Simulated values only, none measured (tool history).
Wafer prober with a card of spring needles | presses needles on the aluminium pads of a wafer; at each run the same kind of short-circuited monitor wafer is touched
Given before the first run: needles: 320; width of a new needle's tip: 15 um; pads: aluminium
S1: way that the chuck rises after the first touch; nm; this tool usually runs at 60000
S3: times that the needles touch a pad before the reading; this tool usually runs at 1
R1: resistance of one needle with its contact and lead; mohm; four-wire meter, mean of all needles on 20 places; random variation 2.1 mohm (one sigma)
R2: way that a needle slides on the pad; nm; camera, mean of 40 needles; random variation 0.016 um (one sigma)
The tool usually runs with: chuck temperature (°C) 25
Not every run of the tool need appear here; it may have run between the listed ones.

run 1 hour=0.0 | S1=60000 chuck_temperature_(°C)=25 S3=1 | R1=234 R2=15250
-- hour=9.8 tips cleaned on abrasive film
-- hour=26.1 tips cleaned on abrasive film
run 2 hour=30.6 | S1=60000 chuck_temperature_(°C)=25 S3=1 | R1=240 R2=15240
-- hour=40.5 tips cleaned on abrasive film
-- hour=56.8 tips cleaned on abrasive film
-- hour=66.4 height of the first contact set anew
-- hour=73.0 tips cleaned on abrasive film
-- hour=89.1 tips cleaned on abrasive film
run 3 hour=96.2 | S1=60000 chuck_temperature_(°C)=25 S3=1 | R1=235 R2=15250
-- hour=102.7 tips cleaned on abrasive film
-- hour=119.1 tips cleaned on abrasive film
-- hour=135.4 tips cleaned on abrasive film
run 4 hour=144.3 | S1=60000 chuck_temperature_(°C)=25 S3=1 | R1=236 R2=15250
-- hour=150.9 tips cleaned on abrasive film
-- hour=164.0 tips cleaned on abrasive film
-- hour=180.2 tips cleaned on abrasive film
run 5 hour=192.6 | S1=60000 chuck_temperature_(°C)=25 S3=3 | R1=238 R2=15250
-- hour=195.9 tips cleaned on abrasive film
-- hour=212.2 tips cleaned on abrasive film
-- hour=227.3 tips cleaned on abrasive film
run 6 hour=227.3 | S1=60000 chuck_temperature_(°C)=25 S3=3 | R1=236 R2=15250
-- hour=243.6 tips cleaned on abrasive film
-- hour=259.9 tips cleaned on abrasive film
run 7 hour=272.1 | S1=60000 chuck_temperature_(°C)=25 S3=3 | R1=240 R2=15240
-- hour=275.5 tips cleaned on abrasive film
-- hour=291.8 tips cleaned on abrasive film
-- hour=304.9 tips cleaned on abrasive film
-- hour=321.2 tips cleaned on abrasive film
run 8 hour=325.6 | S1=68000 chuck_temperature_(°C)=25 S3=1 | R1=234 R2=17280
-- hour=335.4 tips cleaned on abrasive film
-- hour=348.5 tips cleaned on abrasive film
-- hour=355.3 height of the first contact set anew
-- hour=365.1 tips cleaned on abrasive film
-- hour=380.8 tips cleaned on abrasive film
run 9 hour=380.8 | S1=78000 chuck_temperature_(°C)=25 S3=1 | R1=231 R2=19810
-- hour=393.9 tips cleaned on abrasive film
-- hour=410.2 tips cleaned on abrasive film
run 10 hour=421.7 | S1=78000 chuck_temperature_(°C)=25 S3=1 | R1=233 R2=19800
-- hour=425.0 tips cleaned on abrasive film
-- hour=441.2 tips cleaned on abrasive film
-- hour=457.5 tips cleaned on abrasive film
-- hour=473.7 tips cleaned on abrasive film
run 11 hour=473.7 | S1=60000 chuck_temperature_(°C)=25 S3=1 | R1=237 R2=15220
-- hour=490.1 tips cleaned on abrasive film
-- hour=506.4 tips cleaned on abrasive film
-- hour=519.4 tips cleaned on abrasive film
-- hour=535.8 tips cleaned on abrasive film
run 12 hour=538.3 | S1=60000 chuck_temperature_(°C)=25 S3=1 | R1=238 R2=15230
-- hour=551.4 tips cleaned on abrasive film
-- hour=564.5 tips cleaned on abrasive film
run 13 hour=571.6 | S1=60000 chuck_temperature_(°C)=25 S3=1 | R1=235 R2=15250
-- hour=577.8 tips cleaned on abrasive film
-- hour=590.9 tips cleaned on abrasive film
-- hour=607.2 tips cleaned on abrasive film
-- hour=620.3 tips cleaned on abrasive film
run 14 hour=628.7 | S1=60000 chuck_temperature_(°C)=25 S3=1 | R1=238 R2=15230
-- hour=635.2 tips cleaned on abrasive film
-- hour=645.3 height of the first contact set anew
-- hour=648.6 tips cleaned on abrasive film
-- hour=664.8 tips cleaned on abrasive film
run 15 hour=671.1 | S1=70000 chuck_temperature_(°C)=39 S3=1 | R1=238 R2=17760
-- hour=680.9 tips cleaned on abrasive film
-- hour=694.0 tips cleaned on abrasive film
-- hour=710.3 tips cleaned on abrasive film
-- hour=726.7 tips cleaned on abrasive film
run 16 hour=731.9 | S1=59000 chuck_temperature_(°C)=107 S3=2 | R1=258 R2=14950
-- hour=741.7 tips cleaned on abrasive film
-- hour=757.7 tips cleaned on abrasive film
-- hour=773.7 tips cleaned on abrasive film
-- hour=789.2 tips cleaned on abrasive film
run 17 hour=789.6 | S1=59000 chuck_temperature_(°C)=107 S3=2 | R1=260 R2=14980
-- hour=802.7 tips cleaned on abrasive film
-- hour=819.0 tips cleaned on abrasive film
-- hour=832.6 tips cleaned on abrasive film
run 18 hour=832.6 | S1=59000 chuck_temperature_(°C)=107 S3=2 | R1=259 R2=14980
-- hour=848.9 tips cleaned on abrasive film
-- hour=865.2 tips cleaned on abrasive film
-- hour=878.3 tips cleaned on abrasive film
run 19 hour=886.2 | S1=59000 chuck_temperature_(°C)=107 S3=2 | R1=257 R2=14960
-- hour=892.6 tips cleaned on abrasive film
-- hour=908.8 tips cleaned on abrasive film
run 20 hour=914.9 | S1=59000 chuck_temperature_(°C)=28 S3=2 | R1=240 R2=14960
-- hour=924.4 tips cleaned on abrasive film
-- hour=934.2 height of the first contact set anew
-- hour=940.6 tips cleaned on abrasive film
run 21 hour=946.3 | S1=59000 chuck_temperature_(°C)=28 S3=2 | R1=238 R2=14950
-- hour=956.1 tips cleaned on abrasive film
-- hour=969.2 tips cleaned on abrasive film
-- hour=982.3 tips cleaned on abrasive film
-- hour=998.0 tips cleaned on abrasive film
run 22 hour=998.0 | S1=63000 chuck_temperature_(°C)=119 S3=3 | R1=266 R2=15950
-- hour=1011.1 tips cleaned on abrasive film
-- hour=1024.2 tips cleaned on abrasive film
-- hour=1040.5 tips cleaned on abrasive film
-- hour=1056.7 tips cleaned on abrasive film
run 23 hour=1065.9 | S1=76000 chuck_temperature_(°C)=82 S3=1 | R1=248 R2=19230
-- hour=1072.5 tips cleaned on abrasive film
-- hour=1088.8 tips cleaned on abrasive film
run 24 hour=1101.5 | S1=76000 chuck_temperature_(°C)=82 S3=1 | R1=246 R2=19270
-- hour=1104.8 tips cleaned on abrasive film
-- hour=1121.1 tips cleaned on abrasive film
-- hour=1137.4 tips cleaned on abrasive film
-- hour=1150.5 tips cleaned on abrasive film
-- hour=1166.5 tips cleaned on abrasive film
run 25 hour=1167.1 | S1=60000 chuck_temperature_(°C)=25 S3=2 | R1=236 R2=15180
-- hour=1180.2 tips cleaned on abrasive film
-- hour=1196.5 tips cleaned on abrasive film
-- hour=1211.4 tips cleaned on abrasive film
run 26 hour=1211.4 | S1=60000 chuck_temperature_(°C)=25 S3=2 | R1=236 R2=15170

Difference, measured minus no-hidden-state, one row per run. Run-to-run variation is common to both terms; the gauge's own scatter need not be:
Unlogged tool condition in this case: debris on the tips, nm; way that the needles fall short of the set height, um; tips' diameter, um; drift of the gauge itself on contact_mohm, %; drift of the gauge itself on scrub_um, %.
run=1 R2=-10
run=2 R2=-10
run=3 R2=-10
run=4 R2=-10
run=5 R2=-20
run=6 R2=-20
run=7 R2=-20
run=8 R2=-30
run=9 R2=-40
run=10 R2=-40
run=11 R2=-30
run=12 R2=-30
run=13 R2=-40
run=14 R2=-50
run=15 R2=-60
run=16 R2=-50
run=17 R2=-60
run=18 R2=-60
run=19 R2=-60
run=20 R2=-70
run=21 R2=-60
run=22 R2=-70
run=23 R2=-100
run=24 R2=-100
run=25 R2=-80
run=26 R2=-90
For R1, the value without the hidden state is never more than 1 mohm from the measured value.

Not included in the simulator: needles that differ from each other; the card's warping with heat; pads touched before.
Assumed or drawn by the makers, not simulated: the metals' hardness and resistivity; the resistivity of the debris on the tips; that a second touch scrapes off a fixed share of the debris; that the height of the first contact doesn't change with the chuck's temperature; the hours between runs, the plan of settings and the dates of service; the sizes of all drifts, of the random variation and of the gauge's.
